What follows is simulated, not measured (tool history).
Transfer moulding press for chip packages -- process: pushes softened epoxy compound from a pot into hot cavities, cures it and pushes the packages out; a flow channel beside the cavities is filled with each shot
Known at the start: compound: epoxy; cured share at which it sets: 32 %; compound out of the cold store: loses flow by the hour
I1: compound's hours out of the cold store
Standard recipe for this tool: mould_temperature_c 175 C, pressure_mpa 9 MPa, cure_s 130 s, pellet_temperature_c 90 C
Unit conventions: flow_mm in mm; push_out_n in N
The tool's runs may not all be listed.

{"run": 1, "day": 0.0, "mould_temperature_c": 175, "pressure_mpa": 9, "cure_s": 130, "pellet_temperature_c": 90, "I1": 41.4, "flow_mm": 461, "push_out_n": 250}
{"run": 2, "day": 0.658, "mould_temperature_c": 175, "pressure_mpa": 9, "cure_s": 130, "pellet_temperature_c": 90, "I1": 12.1, "flow_mm": 530, "push_out_n": 256}
{"run": 3, "day": 1.446, "mould_temperature_c": 175, "pressure_mpa": 9, "cure_s": 130, "pellet_temperature_c": 90, "I1": 42.7, "flow_mm": 457, "push_out_n": 243}
{"day": 2.212, "done": "cavities cleaned with cleaning compound and waxed"}
{"run": 4, "day": 2.55, "mould_temperature_c": 175, "pressure_mpa": 9, "cure_s": 130, "pellet_temperature_c": 90, "I1": 31.5, "flow_mm": 487, "push_out_n": 257}
{"run": 5, "day": 3.208, "mould_temperature_c": 175, "pressure_mpa": 9, "cure_s": 130, "pellet_temperature_c": 90, "I1": 45.5, "flow_mm": 455, "push_out_n": 243}
{"run": 6, "day": 4.362, "mould_temperature_c": 175, "pressure_mpa": 9, "cure_s": 130, "pellet_temperature_c": 96, "I1": 39.3, "flow_mm": 463, "push_out_n": 235}
{"run": 7, "day": 5.688, "mould_temperature_c": 175, "pressure_mpa": 9, "cure_s": 130, "pellet_temperature_c": 96, "I1": 42, "flow_mm": 458, "push_out_n": 257}
{"run": 8, "day": 6.508, "mould_temperature_c": 175, "pressure_mpa": 9, "cure_s": 130, "pellet_temperature_c": 96, "I1": 44.1, "flow_mm": 454, "push_out_n": 253}
{"day": 6.746, "done": "cavities cleaned with cleaning compound and waxed"}
{"run": 9, "day": 7.433, "mould_temperature_c": 175, "pressure_mpa": 9, "cure_s": 113, "pellet_temperature_c": 90, "I1": 10.8, "flow_mm": 539, "push_out_n": 306}
{"run": 10, "day": 8.842, "mould_temperature_c": 175, "pressure_mpa": 9, "cure_s": 113, "pellet_temperature_c": 90, "I1": 15.6, "flow_mm": 524, "push_out_n": 298}
{"run": 11, "day": 10.279, "mould_temperature_c": 175, "pressure_mpa": 9, "cure_s": 130, "pellet_temperature_c": 90, "I1": 15, "flow_mm": 534, "push_out_n": 255}
{"day": 11.204, "done": "cavities cleaned with cleaning compound and waxed"}
{"run": 12, "day": 11.204, "mould_temperature_c": 175, "pressure_mpa": 9, "cure_s": 130, "pellet_temperature_c": 90, "I1": 15.7, "flow_mm": 525, "push_out_n": 253}
{"day": 12.462, "done": "plunger's sealing rings changed"}
{"run": 13, "day": 12.7, "mould_temperature_c": 175, "pressure_mpa": 9, "cure_s": 130, "pellet_temperature_c": 90, "I1": 22.8, "flow_mm": 506, "push_out_n": 268}
{"run": 14, "day": 13.308, "mould_temperature_c": 175, "pressure_mpa": 9, "cure_s": 130, "pellet_temperature_c": 90, "I1": 47.8, "flow_mm": 447, "push_out_n": 248}
{"run": 15, "day": 14.042, "mould_temperature_c": 182, "pressure_mpa": 7.36, "cure_s": 130, "pellet_temperature_c": 90, "I1": 35.4, "flow_mm": 418, "push_out_n": 235}
{"run": 16, "day": 15.404, "mould_temperature_c": 175, "pressure_mpa": 9, "cure_s": 151, "pellet_temperature_c": 90, "I1": 45.7, "flow_mm": 449, "push_out_n": 227}
{"day": 15.842, "done": "cavities cleaned with cleaning compound and waxed"}
{"run": 17, "day": 16.317, "mould_temperature_c": 175, "pressure_mpa": 9, "cure_s": 144, "pellet_temperature_c": 84, "I1": 30, "flow_mm": 489, "push_out_n": 235}
{"run": 18, "day": 17.504, "mould_temperature_c": 177, "pressure_mpa": 9, "cure_s": 151, "pellet_temperature_c": 98, "I1": 28.7, "flow_mm": 485, "push_out_n": 227}
{"run": 19, "day": 18.788, "mould_temperature_c": 177, "pressure_mpa": 9, "cure_s": 151, "pellet_temperature_c": 98, "I1": 45.2, "flow_mm": 448, "push_out_n": 228}
{"run": 20, "day": 19.75, "mould_temperature_c": 175, "pressure_mpa": 7.1, "cure_s": 130, "pellet_temperature_c": 91, "I1": 38.3, "flow_mm": 418, "push_out_n": 250}
{"day": 20.288, "done": "cavities cleaned with cleaning compound and waxed"}
{"run": 21, "day": 20.992, "mould_temperature_c": 171, "pressure_mpa": 7.1, "cure_s": 130, "pellet_temperature_c": 97, "I1": 24, "flow_mm": 456, "push_out_n": 304}
{"run": 22, "day": 22.088, "mould_temperature_c": 175, "pressure_mpa": 9.21, "cure_s": 130, "pellet_temperature_c": 90, "I1": 19.1, "flow_mm": 525, "push_out_n": 249}
{"day": 23.054, "done": "mould's thermocouples calibrated"}
{"run": 23, "day": 23.246, "mould_temperature_c": 183, "pressure_mpa": 9, "cure_s": 130, "pellet_temperature_c": 92, "I1": 28.2, "flow_mm": 478, "push_out_n": 236}
{"run": 24, "day": 24.029, "mould_temperature_c": 183, "pressure_mpa": 9, "cure_s": 130, "pellet_temperature_c": 92, "I1": 10.5, "flow_mm": 520, "push_out_n": 227}
{"run": 25, "day": 24.721, "mould_temperature_c": 174, "pressure_mpa": 9, "cure_s": 130, "pellet_temperature_c": 93, "I1": 27.4, "flow_mm": 499, "push_out_n": 246}

What will run 26 give?
{"day": 24.908, "done": "cavities cleaned with cleaning compound and waxed"}
{"run": 26, "day": 25.617, "mould_temperature_c": 174, "pressure_mpa": 8.86, "cure_s": 130, "pellet_temperature_c": 93, "I1": 38.8, "flow_mm": "?", "push_out_n": "?"}

Run 26 gave flow_mm 466 mm, push_out_n 248 N.
Minus the tool's unlogged condition, the same run would have read flow_mm 467 mm, push_out_n 247 N.

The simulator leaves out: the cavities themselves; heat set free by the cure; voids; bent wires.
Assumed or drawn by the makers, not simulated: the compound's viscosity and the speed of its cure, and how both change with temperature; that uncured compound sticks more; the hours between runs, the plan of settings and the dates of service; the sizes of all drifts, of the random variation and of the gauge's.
